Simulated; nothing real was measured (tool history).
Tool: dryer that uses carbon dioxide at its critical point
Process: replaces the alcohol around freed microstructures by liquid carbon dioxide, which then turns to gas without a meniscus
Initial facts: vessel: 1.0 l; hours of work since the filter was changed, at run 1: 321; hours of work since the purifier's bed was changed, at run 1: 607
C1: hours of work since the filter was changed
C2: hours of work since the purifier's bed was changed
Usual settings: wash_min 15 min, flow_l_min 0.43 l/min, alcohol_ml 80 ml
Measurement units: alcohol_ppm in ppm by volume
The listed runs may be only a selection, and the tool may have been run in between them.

Run 1, day 0: usual settings; C1 321; C2 607. Result: alcohol_ppm 693 ppm by volume.
Run 2, day 1.617: usual settings; C1 335; C2 621. Result: alcohol_ppm 715 ppm by volume.
At day 3.275: inlet filter changed.
Run 3, day 3.921: usual settings but alcohol_ml 74 ml; C1 5; C2 640. Result: alcohol_ppm 495 ppm by volume.
Run 4, day 6.308: usual settings but alcohol_ml 86 ml; C1 26; C2 661. Result: alcohol_ppm 575 ppm by volume.
Run 5, day 8.75: usual settings; C1 46; C2 681. Result: alcohol_ppm 553 ppm by volume.
Run 6, day 10.529: usual settings; C1 62; C2 696. Result: alcohol_ppm 539 ppm by volume.
Run 7, day 12.467: usual settings; C1 78; C2 713. Result: alcohol_ppm 577 ppm by volume.
Run 8, day 13.658: usual settings but flow_l_min 0.411 l/min; C1 88; C2 723. Result: alcohol_ppm 716 ppm by volume.
Run 9, day 16.042: usual settings but flow_l_min 0.411 l/min; C1 108; C2 743. Result: alcohol_ppm 749 ppm by volume.
Run 10, day 17.462: usual settings but wash_min 12 min, flow_l_min 0.411 l/min; C1 120; C2 755. Result: alcohol_ppm 1869 ppm by volume.
Run 11, day 19.721: usual settings but wash_min 23 min; C1 140; C2 774. Result: alcohol_ppm 65 ppm by volume.
Run 12, day 22.154: usual settings but wash_min 23 min; C1 160; C2 795. Result: alcohol_ppm 78 ppm by volume.
Run 13, day 24.317: usual settings; C1 179; C2 813. Result: alcohol_ppm 645 ppm by volume.
Run 14, day 26.7: usual settings; C1 199; C2 834. Result: alcohol_ppm 628 ppm by volume.
Run 15, day 28.879: usual settings; C1 217; C2 852. Result: alcohol_ppm 657 ppm by volume.
Run 16, day 30.183: usual settings but flow_l_min 0.393 l/min; C1 228; C2 863. Result: alcohol_ppm 994 ppm by volume.
Run 17, day 31.846: usual settings but flow_l_min 0.393 l/min; C1 242; C2 877. Result: alcohol_ppm 1007 ppm by volume.
Run 18, day 33.908: usual settings; C1 260; C2 895. Result: alcohol_ppm 689 ppm by volume.
Run 19, day 35.767: usual settings; C1 276; C2 911. Result: alcohol_ppm 681 ppm by volume.
Run 20, day 37.842: usual settings; C1 293; C2 928. Result: alcohol_ppm 692 ppm by volume.
Run 21, day 39.279: usual settings; C1 306; C2 940. Result: alcohol_ppm 719 ppm by volume.
Run 22, day 41.75: usual settings but alcohol_ml 100 ml; C1 327; C2 961. Result: alcohol_ppm 915 ppm by volume.
Run 23, day 43.917: usual settings but wash_min 20 min, alcohol_ml 100 ml; C1 345; C2 980. Result: alcohol_ppm 234 ppm by volume.
At day 44.371: inlet filter changed.
Run 24, day 46.158: usual settings but wash_min 11 min, flow_l_min 0.522 l/min, alcohol_ml 71 ml; C1 15; C2 998. Result: alcohol_ppm 760 ppm by volume.
Run 25, day 47.938: usual settings but flow_l_min 0.278 l/min; C1 30; C2 1014. Result: alcohol_ppm 3360 ppm by volume.
Run 26, day 49.421: usual settings but flow_l_min 0.428 l/min; C1 43; C2 1026. Result: alcohol_ppm 583 ppm by volume.
Run 27, day 50.575: usual settings but wash_min 9 min, flow_l_min 0.314 l/min, alcohol_ml 75 ml; C1 53; C2 1036. Result: alcohol_ppm 8682 ppm by volume.
Run 28, day 52.283: usual settings but wash_min 9 min, flow_l_min 0.58 l/min, alcohol_ml 75 ml; C1 67; C2 1050. Result: alcohol_ppm 1210 ppm by volume.
Run 29, day 53.738: usual settings but wash_min 10 min, flow_l_min 0.404 l/min, alcohol_ml 25 ml; C1 79; C2 1063. Result: alcohol_ppm 1148 ppm by volume.
Run 30, day 55.862: usual settings but wash_min 10 min, flow_l_min 0.404 l/min, alcohol_ml 25 ml; C1 98; C2 1081. Result: alcohol_ppm 1152 ppm by volume.
Run 31, day 57.017: usual settings but wash_min 10 min, flow_l_min 0.404 l/min, alcohol_ml 25 ml; C1 107; C2 1091. Result: alcohol_ppm 1182 ppm by volume.
Run 32, day 59.296: usual settings but wash_min 11 min, flow_l_min 0.603 l/min, alcohol_ml 25 ml; C1 127; C2 1110. Result: alcohol_ppm 183 ppm by volume.
Run 33, day 61.125: usual settings but wash_min 11 min, flow_l_min 0.603 l/min, alcohol_ml 25 ml; C1 142; C2 1126. Result: alcohol_ppm 182 ppm by volume.
Run 34, day 62.988: usual settings but flow_l_min 0.421 l/min, alcohol_ml 64 ml; C1 158; C2 1141. Result: alcohol_ppm 575 ppm by volume.
Run 35, day 64.125: usual settings but wash_min 24 min, flow_l_min 0.525 l/min, alcohol_ml 79 ml; C1 168; C2 1151. Result: alcohol_ppm 74 ppm by volume.
Run 36, day 65.192: usual settings but flow_l_min 0.516 l/min; C1 177; C2 1160. Result: alcohol_ppm 258 ppm by volume.
Run 37, day 67.567: usual settings but wash_min 12 min, flow_l_min 0.369 l/min; C1 197; C2 1180. Result: alcohol_ppm 2939 ppm by volume.
Run 38, day 68.6: usual settings but wash_min 23 min, flow_l_min 0.332 l/min; C1 206; C2 1189. Result: alcohol_ppm 343 ppm by volume.
Run 39, day 69.721: usual settings but wash_min 23 min, flow_l_min 0.332 l/min; C1 215; C2 1198. Result: alcohol_ppm 348 ppm by volume.
Run 40, day 70.925: usual settings but wash_min 23 min, flow_l_min 0.669 l/min; C1 225; C2 1209. Result: alcohol_ppm 67 ppm by volume.
Run 41, day 73.083: usual settings but wash_min 13 min, flow_l_min 0.622 l/min, alcohol_ml 20 ml; C1 244; C2 1227. Result: alcohol_ppm 100 ppm by volume.
Run 42, day 74.138: usual settings but wash_min 13 min, flow_l_min 0.622 l/min, alcohol_ml 20 ml; C1 253; C2 1236. Result: alcohol_ppm 102 ppm by volume.
Run 43, day 76.038: usual settings but wash_min 9 min, alcohol_ml 90 ml; C1 269; C2 1252. Result: alcohol_ppm 5047 ppm by volume.
Run 44, day 78.196: usual settings but wash_min 11 min, flow_l_min 0.267 l/min, alcohol_ml 33 ml; C1 287; C2 1270. Result: alcohol_ppm 3967 ppm by volume.
Run 45, day 79.733: usual settings but wash_min 11 min, flow_l_min 0.267 l/min, alcohol_ml 33 ml; C1 300; C2 1283. Result: alcohol_ppm 4087 ppm by volume.
Run 46, day 81.408: usual settings but wash_min 16 min, flow_l_min 0.569 l/min; C1 314; C2 1298. Result: alcohol_ppm 144 ppm by volume.

Some steps in alcohol_ppm, run to run, broken into two amounts with sign: the step expected even without the hidden condition (settings, incoming material, random variation), and the rest, left for the hidden condition together with whatever gauge scatter is not in both the measured and the hidden-condition-free result:
Unlogged tool condition in this case: flow that reaches the vessel past the clogged filter, %; alcohol in the recycled carbon dioxide, ppm; drift of the gauge itself on alcohol_ppm, %.
Run 26 -> 27: wash_min 15 -> 9, flow_l_min 0.428 -> 0.314, alcohol_ml 80 -> 75. alcohol_ppm +8099 ppm by volume: hidden state +201, all else +7898.
Run 27 -> 28: flow_l_min 0.314 -> 0.58. alcohol_ppm -7472 ppm by volume: hidden state -158, all else -7314.
Run 36 -> 37: wash_min 15 -> 12, flow_l_min 0.516 -> 0.369. alcohol_ppm +2681 ppm by volume: hidden state +343, all else +2338.
Run 42 -> 43: wash_min 13 -> 9, flow_l_min 0.622 -> 0.43, alcohol_ml 20 -> 90. alcohol_ppm +4945 ppm by volume: hidden state +762, all else +4183.
Run 45 -> 46: wash_min 11 -> 16, flow_l_min 0.267 -> 0.569, alcohol_ml 33 -> 80. alcohol_ppm -3943 ppm by volume: hidden state -479, all else -3464.
